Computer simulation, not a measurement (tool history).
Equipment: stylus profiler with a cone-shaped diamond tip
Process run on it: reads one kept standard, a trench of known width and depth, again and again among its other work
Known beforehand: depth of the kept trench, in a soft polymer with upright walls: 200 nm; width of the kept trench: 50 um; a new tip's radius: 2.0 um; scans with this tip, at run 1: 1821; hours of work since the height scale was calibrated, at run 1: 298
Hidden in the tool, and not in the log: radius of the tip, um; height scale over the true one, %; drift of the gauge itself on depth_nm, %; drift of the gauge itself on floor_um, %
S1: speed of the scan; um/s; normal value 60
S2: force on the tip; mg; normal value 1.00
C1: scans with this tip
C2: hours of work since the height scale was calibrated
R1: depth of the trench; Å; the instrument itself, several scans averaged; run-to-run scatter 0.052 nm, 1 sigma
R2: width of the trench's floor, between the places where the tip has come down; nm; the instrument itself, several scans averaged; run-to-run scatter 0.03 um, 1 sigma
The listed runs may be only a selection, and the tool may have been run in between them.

| run | hour | S1 | S2 | C1 | C2 | R1 | R2 |
|---|---|---|---|---|---|---|---|
| 1 | 0.0 | 60 | 1.00 | 1821 | 298 | 2010.3 | 47850 |
| 2 | 14.9 | 30 | 1.00 | 1881 | 308 | 2010.1 | 48050 |
| 3 | 22.5 | 53 | 1.00 | 1912 | 313 | 2010.1 | 47870 |
| 4 | 31.3 | 60 | 1.00 | 1947 | 319 | 2009.5 | 47850 |
| 5 | 46.1 | 60 | 1.00 | 2007 | 329 | 2010.0 | 47920 |
| 6 | 59.9 | 60 | 1.00 | 2062 | 338 | 2008.5 | 47870 |
| 7 | 73.8 | 47 | 1.00 | 2118 | 347 | 2009.1 | 47930 |
| 8 | 82.3 | 27 | 1.00 | 2152 | 353 | 2009.7 | 48020 |
| 9 | 97.2 | 27 | 1.00 | 2213 | 362 | 2009.4 | 48010 |
| 10 | 110.5 | 60 | 2.85 | 2266 | 371 | 2022.2 | 47990 |
|  | 111.8 | height scale calibrated on a step standard |
| 11 | 117.9 | 80 | 0.36 | 2294 | 4 | 2002.7 | 47500 |
| 12 | 126.7 | 60 | 2.24 | 2329 | 10 | 2016.9 | 47960 |
|  | 138.4 | height scale calibrated on a step standard, once more |
| 13 | 141.6 | 40 | 2.24 | 2387 | 2 | 2020.3 | 48000 |
| 14 | 153.9 | 40 | 2.24 | 2436 | 10 | 2020.6 | 48010 |
| 15 | 167.1 | 40 | 0.67 | 2490 | 19 | 2009.0 | 47890 |

Predict each of these 5 candidate next runs independently; none follows another, all start after run 15:
| A | 182.5 | 169 | 2.77 | 2552 | 29 | ? | ? |
| B | 182.5 | 35 | 0.65 | 2552 | 29 | ? | ? |
| C | 182.5 | 69 | 0.63 | 2552 | 29 | ? | ? |
| D | 182.5 | 86 | 0.67 | 2552 | 29 | ? | ? |
| E | 182.5 | 112 | 0.36 | 2552 | 29 | ? | ? |

| run | R1 | R2 |
|---|---|---|
| A | 2023.9 | 47610 |
| B | 2008.1 | 47920 |
| C | 2009.6 | 47700 |
| D | 2009.5 | 47650 |
| E | 2006.0 | 47180 |
Without the tool's unlogged condition, the same runs would have read:
| run | R1 | R2 |
|---|---|---|
| A | 2023.9 | 47730 |
| B | 2008.1 | 48040 |
| C | 2009.6 | 47820 |
| D | 2009.5 | 47770 |
| E | 2006.0 | 47300 |

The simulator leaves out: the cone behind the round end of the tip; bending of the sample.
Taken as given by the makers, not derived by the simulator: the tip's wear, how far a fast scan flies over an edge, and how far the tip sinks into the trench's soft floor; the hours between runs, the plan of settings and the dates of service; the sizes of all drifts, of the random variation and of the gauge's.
